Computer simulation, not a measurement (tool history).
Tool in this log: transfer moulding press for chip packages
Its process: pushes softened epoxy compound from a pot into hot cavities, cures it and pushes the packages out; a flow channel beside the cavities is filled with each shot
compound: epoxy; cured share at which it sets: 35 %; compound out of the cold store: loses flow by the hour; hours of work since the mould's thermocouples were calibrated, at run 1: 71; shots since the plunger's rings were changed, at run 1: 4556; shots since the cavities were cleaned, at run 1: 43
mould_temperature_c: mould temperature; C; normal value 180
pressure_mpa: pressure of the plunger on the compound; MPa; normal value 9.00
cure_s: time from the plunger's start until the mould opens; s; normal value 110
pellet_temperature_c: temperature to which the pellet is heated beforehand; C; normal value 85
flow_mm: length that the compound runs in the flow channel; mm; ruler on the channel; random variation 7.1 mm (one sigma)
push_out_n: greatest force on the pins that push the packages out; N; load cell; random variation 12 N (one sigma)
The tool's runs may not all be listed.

run    hour  mould_temperature_c  pressure_mpa  cure_s  pellet_temperature_c  hours of work since the mould's thermocouples were calibrated  shots since the plunger's rings were changed  shots since the cavities were cleaned  incoming compound's hours out of the cold store  flow_mm  push_out_n
  1     0.0                  180          9.00     110                    85                                                             71                                          4556                                     43                                             30.8      707         591
       57.7  -- cavities cleaned with cleaning compound and waxed
       71.3  -- plunger's sealing rings changed
  2    85.2                  180         10.47     110                    85                                                            135                                           199                                    358                                             43.2      816         651
      121.7  -- cavities cleaned with cleaning compound and waxed
  3   131.4                  180         10.47     110                    92                                                            171                                           842                                    140                                             31.0      815         589
  4   170.1                  180          9.00     110                    85                                                            202                                          1397                                    695                                             26.7      755         774
      185.3  -- cavities cleaned with cleaning compound and waxed
  5   211.8                  180          9.00     110                    85                                                            234                                          1976                                    381                                             32.2      738         705
      246.7  -- cavities cleaned with cleaning compound and waxed
  6   291.3                  180          9.00     110                    85                                                            296                                          3097                                    641                                             46.8      686         758
      307.1  -- cavities cleaned with cleaning compound and waxed
  7   328.6                  180          9.00     110                    85                                                            324                                          3611                                    308                                             17.5      742         658
      355.4  -- mould's thermocouples calibrated
      369.0  -- cavities cleaned with cleaning compound and waxed
  8   409.3                  180          9.00     110                    85                                                             42                                          4721                                    580                                             40.8      676         742
      430.3  -- cavities cleaned with cleaning compound and waxed
  9   456.7                  180          9.00     110                    85                                                             78                                          5380                                    379                                             29.5      683         670
      465.2  -- plunger's sealing rings changed
      496.9  -- cavities cleaned with cleaning compound and waxed
 10   518.0                  180          9.00     110                    85                                                            124                                           737                                    303                                             45.3      729         676
      559.5  -- cavities cleaned with cleaning compound and waxed
 11   563.1                  180          9.00     110                    85                                                            159                                          1364                                     53                                             46.6      697         560
 12   602.8                  180          9.00     110                    85                                                            190                                          1934                                    623                                             15.6      759         733
      623.5  -- cavities cleaned with cleaning compound and waxed
 13   659.6                  180          9.00     110                    95                                                            234                                          2729                                    518                                             11.2      774         737
      683.5  -- cavities cleaned with cleaning compound and waxed
 14   723.0                  182          8.69     144                    81                                                            284                                          3618                                    567                                             33.9      671         636
      744.4  -- cavities cleaned with cleaning compound and waxed
 15   773.2                  182          8.69     144                    85                                                            323                                          4318                                    414                                             10.2      732         572
      801.8  -- mould's thermocouples calibrated
      807.5  -- cavities cleaned with cleaning compound and waxed
 16   844.3                  182          8.69     144                    85                                                             33                                          5289                                    528                                             39.6      657         611
      860.0  -- plunger's sealing rings changed
      870.0  -- cavities cleaned with cleaning compound and waxed
 17   920.2                  182          8.69     144                    85                                                             90                                           844                                    722                                             37.7      732         641
      934.3  -- cavities cleaned with cleaning compound and waxed
 18   979.8                  181          9.57     144                    84                                                            136                                          1679                                    653                                             36.3      753         645
      998.7  -- cavities cleaned with cleaning compound and waxed
 19  1045.7                  175          9.57     144                    84                                                            188                                          2605                                    676                                             38.8      737         702
     1059.7  -- cavities cleaned with cleaning compound and waxed
 20  1113.0                  177          7.25     116                    94                                                            240                                          3551                                    766                                             35.4      641         811
     1121.7  -- cavities cleaned with cleaning compound and waxed
 21  1173.6                  177          7.25     116                    94                                                            287                                          4400                                    746                                             25.9      654         795
     1183.7  -- cavities cleaned with cleaning compound and waxed
 22  1217.0                  179         10.22     105                    75                                                            321                                          5002                                    479                                             20.8      754         800
     1244.2  -- mould's thermocouples calibrated
     1245.7  -- cavities cleaned with cleaning compound and waxed
     1256.0  -- plunger's sealing rings changed
 23  1256.0                  179         10.22     102                    92                                                              6                                             0                                    113                                              8.2      885         739
     1309.0  -- cavities cleaned with cleaning compound and waxed
 24  1336.0                  179         10.22     102                    92                                                             69                                          1127                                    388                                             15.7      836         881
     1371.4  -- cavities cleaned with cleaning compound and waxed
 25  1401.0                  180          9.79     110                    85                                                            119                                          2041                                    427                                             30.0      774         720
     1435.6  -- cavities cleaned with cleaning compound and waxed
 26  1460.4                  180          9.79     110                    85                                                            165                                          2871                                    356                                             38.1      750         687

Per-run results on a tool with no hidden state, each run keeping its own random variation:
What the log doesn't record here: true mould temperature over the reading, C; pressure that reaches the compound, % of what is set; grip of the stained cavities, % over clean ones'; drift of the gauge itself on flow_mm, %; drift of the gauge itself on push_out_n, %.
run  flow_mm  push_out_n
  1      776         552
  2      820         528
  3      831         516
  4      779         541
  5      770         555
  6      736         541
  7      806         543
  8      754         543
  9      775         533
 10      742         555
 11      719         538
 12      794         538
 13      824         553
 14      729         459
 15      807         441
 16      741         445
 17      747         443
 18      781         454
 19      781         491
 20      694         567
 21      722         561
 22      844         618
 23      884         648
 24      854         653
 25      806         557
 26      796         535
